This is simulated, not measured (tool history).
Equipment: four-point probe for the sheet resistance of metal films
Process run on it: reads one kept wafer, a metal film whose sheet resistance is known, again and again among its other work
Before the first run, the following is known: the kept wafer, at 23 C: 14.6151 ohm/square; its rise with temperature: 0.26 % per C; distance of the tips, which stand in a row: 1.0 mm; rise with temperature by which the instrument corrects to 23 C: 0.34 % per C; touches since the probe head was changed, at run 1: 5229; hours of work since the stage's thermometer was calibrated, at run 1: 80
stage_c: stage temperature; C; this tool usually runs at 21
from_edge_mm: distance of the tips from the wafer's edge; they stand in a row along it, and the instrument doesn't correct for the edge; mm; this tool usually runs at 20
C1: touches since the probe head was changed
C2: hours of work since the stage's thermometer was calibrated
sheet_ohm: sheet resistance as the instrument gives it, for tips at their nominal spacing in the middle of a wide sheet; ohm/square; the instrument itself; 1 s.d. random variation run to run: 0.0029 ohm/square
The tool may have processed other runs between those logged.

run 1 day=0.000 | stage_c=21 from_edge_mm=20 | C1=5229 C2=80 | sheet_ohm=14.693945
run 2 day=1.479 | stage_c=21 from_edge_mm=20 | C1=5972 C2=97 | sheet_ohm=14.691497
run 3 day=2.779 | stage_c=21 from_edge_mm=5 | C1=6623 C2=111 | sheet_ohm=14.985501
run 4 day=4.250 | stage_c=21 from_edge_mm=5 | C1=7362 C2=128 | sheet_ohm=14.985582
run 5 day=5.329 | stage_c=21 from_edge_mm=5 | C1=7903 C2=140 | sheet_ohm=14.982886
run 6 day=6.588 | stage_c=22 from_edge_mm=20 | C1=8535 C2=155 | sheet_ohm=14.684778
run 7 day=7.571 | stage_c=21 from_edge_mm=20 | C1=9029 C2=166 | sheet_ohm=14.696809
run 8 day=8.546 | stage_c=21 from_edge_mm=20 | C1=9518 C2=177 | sheet_ohm=14.699238
run 9 day=9.642 | stage_c=21 from_edge_mm=20 | C1=10068 C2=189 | sheet_ohm=14.699441
run 10 day=10.496 | stage_c=21 from_edge_mm=20 | C1=10498 C2=199 | sheet_ohm=14.699746
run 11 day=11.521 | stage_c=21 from_edge_mm=20 | C1=11012 C2=210 | sheet_ohm=14.695651
run 12 day=12.650 | stage_c=21 from_edge_mm=20 | C1=11577 C2=223 | sheet_ohm=14.698416
run 13 day=14.146 | stage_c=21 from_edge_mm=20 | C1=12329 C2=240 | sheet_ohm=14.699072
run 14 day=15.429 | stage_c=21 from_edge_mm=20 | C1=12974 C2=255 | sheet_ohm=14.700663
run 15 day=16.646 | stage_c=21 from_edge_mm=40 | C1=13585 C2=269 | sheet_ohm=14.683458
run 16 day=17.546 | stage_c=21 from_edge_mm=40 | C1=14036 C2=279 | sheet_ohm=14.683569
run 17 day=18.958 | stage_c=21 from_edge_mm=40 | C1=14744 C2=295 | sheet_ohm=14.684581
run 18 day=19.783 | stage_c=21 from_edge_mm=40 | C1=15159 C2=304 | sheet_ohm=14.688276
-- day=19.900 stage's thermometer calibrated
run 19 day=20.729 | stage_c=21 from_edge_mm=40 | C1=15623 C2=9 | sheet_ohm=14.689256
run 20 day=21.542 | stage_c=21 from_edge_mm=40 | C1=16030 C2=19 | sheet_ohm=14.689507
run 21 day=22.675 | stage_c=21 from_edge_mm=20 | C1=16599 C2=31 | sheet_ohm=14.706694
run 22 day=23.608 | stage_c=21 from_edge_mm=20 | C1=17069 C2=42 | sheet_ohm=14.705755
run 23 day=25.008 | stage_c=21 from_edge_mm=20 | C1=17771 C2=58 | sheet_ohm=14.698447
-- day=25.254 stage's thermometer calibrated, once more
run 24 day=25.946 | stage_c=21 from_edge_mm=20 | C1=18232 C2=8 | sheet_ohm=14.700093
run 25 day=26.950 | stage_c=21 from_edge_mm=20 | C1=18735 C2=19 | sheet_ohm=14.702067
run 26 day=28.233 | stage_c=24 from_edge_mm=6 | C1=19379 C2=34 | sheet_ohm=14.865906
run 27 day=28.912 | stage_c=19 from_edge_mm=4 | C1=19720 C2=41 | sheet_ohm=15.185781
run 28 day=30.321 | stage_c=19 from_edge_mm=4 | C1=20428 C2=57 | sheet_ohm=15.188638
run 29 day=31.912 | stage_c=21 from_edge_mm=13 | C1=21226 C2=75 | sheet_ohm=14.729553
run 30 day=33.083 | stage_c=18 from_edge_mm=9 | C1=21814 C2=89 | sheet_ohm=14.821056
run 31 day=34.279 | stage_c=25 from_edge_mm=8 | C1=22414 C2=102 | sheet_ohm=14.756248
run 32 day=35.008 | stage_c=20 from_edge_mm=10 | C1=22780 C2=111 | sheet_ohm=14.774501
run 33 day=36.396 | stage_c=20 from_edge_mm=10 | C1=23476 C2=126 | sheet_ohm=14.775245
run 34 day=37.392 | stage_c=27 from_edge_mm=4 | C1=23977 C2=138 | sheet_ohm=15.081842
run 35 day=38.879 | stage_c=21 from_edge_mm=20 | C1=24723 C2=154 | sheet_ohm=14.706155
run 36 day=40.083 | stage_c=21 from_edge_mm=3 | C1=25327 C2=168 | sheet_ohm=15.506001
run 37 day=41.454 | stage_c=24 from_edge_mm=16 | C1=26016 C2=184 | sheet_ohm=14.679057
run 38 day=42.392 | stage_c=24 from_edge_mm=10 | C1=26487 C2=194 | sheet_ohm=14.728730
run 39 day=43.192 | stage_c=28 from_edge_mm=34 | C1=26887 C2=203 | sheet_ohm=14.613225
run 40 day=44.438 | stage_c=28 from_edge_mm=13 | C1=27513 C2=217 | sheet_ohm=14.646440
run 41 day=45.546 | stage_c=31 from_edge_mm=22 | C1=28069 C2=230 | sheet_ohm=14.594993
run 42 day=46.312 | stage_c=20 from_edge_mm=22 | C1=28453 C2=239 | sheet_ohm=14.717676
run 43 day=47.038 | stage_c=20 from_edge_mm=56 | C1=28818 C2=247 | sheet_ohm=14.707461
run 44 day=47.775 | stage_c=20 from_edge_mm=56 | C1=29188 C2=255 | sheet_ohm=14.710365
run 45 day=49.146 | stage_c=32 from_edge_mm=4 | C1=29876 C2=271 | sheet_ohm=15.035128

Describe how what the log doesn't record of the tool's condition differs between the last listed run preceding each entry between runs and the first listed run following it.
Runs 18 to 19: stage's thermometer calibrated (day 19.900)
  inner tips' distance over the nominal, %: 0.248 -> 0.25; wafer's true temperature over the reading, C: 0.1 -> 0.15
  what was measured, less what the result would be without the hidden state, sheet_ohm: +0.043141 -> +0.045134 ohm/square
Runs 23 to 24: stage's thermometer calibrated, once more (day 25.254)
  inner tips' distance over the nominal, %: 0.257 -> 0.259; wafer's true temperature over the reading, C: 0.16 -> 0.01
  what was measured, less what the result would be without the hidden state, sheet_ohm: +0.047032 -> +0.041394 ohm/square
